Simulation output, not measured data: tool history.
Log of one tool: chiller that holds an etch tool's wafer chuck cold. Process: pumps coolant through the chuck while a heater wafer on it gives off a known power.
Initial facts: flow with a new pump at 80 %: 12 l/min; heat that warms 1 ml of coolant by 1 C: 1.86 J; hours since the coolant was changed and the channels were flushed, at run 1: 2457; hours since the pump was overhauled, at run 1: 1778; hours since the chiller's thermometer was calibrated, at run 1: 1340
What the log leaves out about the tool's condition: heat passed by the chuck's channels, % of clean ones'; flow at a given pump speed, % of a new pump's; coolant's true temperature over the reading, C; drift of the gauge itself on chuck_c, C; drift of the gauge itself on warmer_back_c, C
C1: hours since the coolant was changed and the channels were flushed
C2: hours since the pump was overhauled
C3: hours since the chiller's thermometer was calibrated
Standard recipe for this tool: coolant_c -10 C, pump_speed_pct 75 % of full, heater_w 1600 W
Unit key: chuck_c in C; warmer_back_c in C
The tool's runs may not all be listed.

Run 1, hour 0: usual settings; C1 2457; C2 1778; C3 1340. Result: chuck_c 3 C, warmer_back_c 4.68 C.
Run 2, hour 77.5: usual settings but heater_w 1351 W; C1 2534; C2 1855; C3 1418. Result: chuck_c 1.1 C, warmer_back_c 3.91 C.
Run 3, hour 121: usual settings but heater_w 1664 W; C1 2578; C2 1899; C3 1461. Result: chuck_c 3.6 C, warmer_back_c 4.82 C.
Run 4, hour 204.2: usual settings; C1 2661; C2 1982; C3 1545. Result: chuck_c 2.9 C, warmer_back_c 4.67 C.
Run 5, hour 238.6: usual settings but pump_speed_pct 77 % of full; C1 2696; C2 2016; C3 1579. Result: chuck_c 3 C, warmer_back_c 4.55 C.
Run 6, hour 311.7: usual settings but pump_speed_pct 77 % of full; C1 2769; C2 2090; C3 1652. Result: chuck_c 2.6 C, warmer_back_c 4.62 C.
Run 7, hour 352.8: usual settings; C1 2810; C2 2131; C3 1693. Result: chuck_c 3.2 C, warmer_back_c 4.71 C.
Run 8, hour 397.8: usual settings; C1 2855; C2 2176; C3 1738. Result: chuck_c 3.1 C, warmer_back_c 4.7 C.
Run 9, hour 465.7: usual settings but heater_w 1622 W; C1 2923; C2 2244; C3 1806. Result: chuck_c 3.2 C, warmer_back_c 4.84 C.
Run 10, hour 528.1: usual settings but coolant_c -8 C, pump_speed_pct 85 % of full, heater_w 1990 W; C1 2985; C2 2306; C3 1868. Result: chuck_c 6.4 C, warmer_back_c 5.2 C.
Run 11, hour 578.1: usual settings but coolant_c -6 C, pump_speed_pct 78 % of full, heater_w 1097 W; C1 3035; C2 2356; C3 1918. Result: chuck_c 2.7 C, warmer_back_c 3.19 C.
Run 12, hour 638.3: usual settings but coolant_c -6 C, pump_speed_pct 78 % of full, heater_w 2203 W; C1 3095; C2 2416; C3 1979. Result: chuck_c 11.5 C, warmer_back_c 6.29 C.
Run 13, hour 676.8: usual settings but coolant_c -6 C, pump_speed_pct 78 % of full, heater_w 2203 W; C1 3134; C2 2455; C3 2017. Result: chuck_c 11.4 C, warmer_back_c 6.29 C.

What does the tool deliver on the next run?
Run 14, hour 728.9: usual settings but coolant_c -1 C, pump_speed_pct 70 % of full, heater_w 1017 W; C1 3186; C2 2507; C3 2069. Result: chuck_c ?, warmer_back_c ?.

chuck_c: 8.1 C
warmer_back_c: 3.37 C
If the tool had no hidden condition, the same run with the same run-to-run variation would have returned chuck_c 8.1 C, warmer_back_c 3.15 C.

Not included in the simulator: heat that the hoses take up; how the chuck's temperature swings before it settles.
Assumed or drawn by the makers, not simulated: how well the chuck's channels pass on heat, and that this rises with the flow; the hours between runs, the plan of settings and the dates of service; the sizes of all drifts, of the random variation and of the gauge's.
